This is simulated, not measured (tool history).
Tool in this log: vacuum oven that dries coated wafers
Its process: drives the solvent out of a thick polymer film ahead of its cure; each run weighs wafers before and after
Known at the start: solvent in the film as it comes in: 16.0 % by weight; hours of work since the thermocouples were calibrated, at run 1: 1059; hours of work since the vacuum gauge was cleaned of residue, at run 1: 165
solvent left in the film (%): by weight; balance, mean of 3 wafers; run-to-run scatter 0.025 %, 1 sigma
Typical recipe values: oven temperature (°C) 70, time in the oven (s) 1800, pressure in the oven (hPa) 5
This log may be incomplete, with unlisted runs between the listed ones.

| run | hour | oven temperature (°C) | time in the oven (s) | pressure in the oven (hPa) | hours of work since the thermocouples were calibrated | hours of work since the vacuum gauge was cleaned of residue | solvent left in the film (%) |
|---|---|---|---|---|---|---|---|
| 1 | 0 | 70 | 1800 | 5 | 1059 | 165 | 3.03 |
| 2 | 53.8 | 70 | 1620 | 5 | 1082 | 188 | 3.47 |
| 3 | 110.7 | 70 | 1620 | 5 | 1107 | 212 | 3.49 |
| 4 | 175.1 | 70 | 1800 | 5 | 1134 | 240 | 2.98 |
| 5 | 233 | 70 | 1800 | 5 | 1159 | 264 | 3.05 |
| 6 | 293.7 | 70 | 1800 | 5 | 1185 | 290 | 3.04 |
| 7 | 331.2 | 70 | 1200 | 5 | 1201 | 306 | 4.82 |
| 8 | 375.8 | 70 | 1800 | 5 | 1220 | 325 | 2.96 |
| 9 | 420.5 | 70 | 1800 | 5 | 1239 | 344 | 2.98 |
| 10 | 478.6 | 70 | 1800 | 14.29 | 1263 | 369 | 3.33 |
| 11 | 532.1 | 70 | 1800 | 14.29 | 1286 | 392 | 3.34 |
| 12 | 574.3 | 70 | 1800 | 14.29 | 1304 | 410 | 3.35 |
| 13 | 634.9 | 70 | 1800 | 14.29 | 1330 | 436 | 3.35 |
| 14 | 685.6 | 70 | 1800 | 5 | 1352 | 457 | 2.93 |
| 15 | 750 | 70 | 1800 | 4.19 | 1379 | 485 | 2.94 |
| 16 | 777.8 | 70 | 1800 | 4.19 | 1391 | 497 | 2.94 |
| 17 | 837.4 | 70 | 1800 | 4.19 | 1417 | 522 | 2.96 |
| 18 | 893.8 | 70 | 1800 | 4.19 | 1441 | 546 | 2.9 |
| 19 | 929.1 | 70 | 1800 | 4.19 | 1456 | 561 | 2.87 |
| 20 | 972 | 70 | 1260 | 13.53 | 1474 | 580 | 4.82 |
| 21 | 1014 | 70 | 1260 | 13.53 | 1492 | 598 | 4.82 |
| 22 | 1070.6 | 61 | 1680 | 4.42 | 1516 | 622 | 5.41 |
| 23 | 1131.4 | 73 | 1620 | 11.48 | 1542 | 648 | 2.97 |
| 24 | 1160 | 71 | 2940 | 4.2 | 1554 | 660 | 1.13 |
| 25 | 1193.1 | 71 | 3240 | 9.33 | 1568 | 674 | 1.16 |
| 26 | 1236.9 | 63 | 1800 | 4.91 | 1587 | 693 | 4.57 |
| 27 | 1286.5 | 63 | 1800 | 4.91 | 1608 | 714 | 4.56 |
| 28 | 1323.2 | 63 | 1800 | 4.91 | 1624 | 730 | 4.56 |
| 29 | 1362.2 | 73 | 1380 | 16.93 | 1640 | 746 | 3.78 |
| 30 | 1402.6 | 57 | 1800 | 9.12 | 1658 | 763 | 6.31 |
|  | 1454.6 | oven's thermocouples calibrated |
| 31 | 1463.6 | 85 | 1440 | 9.12 | 4 | 789 | 1.71 |
| 32 | 1497.9 | 66 | 1620 | 6.67 | 18 | 803 | 5.22 |
| 33 | 1532 | 56 | 1320 | 3.84 | 33 | 818 | 8.39 |
| 34 | 1577.5 | 56 | 1320 | 3.84 | 52 | 837 | 8.42 |
| 35 | 1617.7 | 63 | 1260 | 12.34 | 70 | 854 | 7.31 |
| 36 | 1658.7 | 81 | 1800 | 4.26 | 87 | 872 | 1.5 |
| 37 | 1688.6 | 74 | 1380 | 16.88 | 100 | 885 | 4.33 |
| 38 | 1725.2 | 68 | 1440 | 10.87 | 115 | 900 | 5.41 |

Subtracting, for every run, the result it would have given without the tool's unlogged condition from the measured result gives the following. The same run-to-run variation enters both numbers; the gauge's scatter may not:
The hidden state here: true wafer temperature over the reading, C; true pressure over the reading, kPa; drift of the gauge itself on solvent_pct, %.
| run | solvent left in the film (%) |
|---|---|
| 1 | -0.5 |
| 2 | -0.53 |
| 3 | -0.54 |
| 4 | -0.52 |
| 5 | -0.53 |
| 6 | -0.52 |
| 7 | -0.58 |
| 8 | -0.53 |
| 9 | -0.53 |
| 10 | -0.56 |
| 11 | -0.57 |
| 12 | -0.57 |
| 13 | -0.58 |
| 14 | -0.56 |
| 15 | -0.56 |
| 16 | -0.56 |
| 17 | -0.56 |
| 18 | -0.57 |
| 19 | -0.57 |
| 20 | -0.67 |
| 21 | -0.66 |
| 22 | -0.65 |
| 23 | -0.59 |
| 24 | -0.3 |
| 25 | -0.27 |
| 26 | -0.67 |
| 27 | -0.68 |
| 28 | -0.67 |
| 29 | -0.67 |
| 30 | -0.68 |
| 31 | +0.1 |
| 32 | +0.17 |
| 33 | +0.18 |
| 34 | +0.18 |
| 35 | +0.15 |
| 36 | +0.1 |
| 37 | +0.11 |
| 38 | +0.13 |

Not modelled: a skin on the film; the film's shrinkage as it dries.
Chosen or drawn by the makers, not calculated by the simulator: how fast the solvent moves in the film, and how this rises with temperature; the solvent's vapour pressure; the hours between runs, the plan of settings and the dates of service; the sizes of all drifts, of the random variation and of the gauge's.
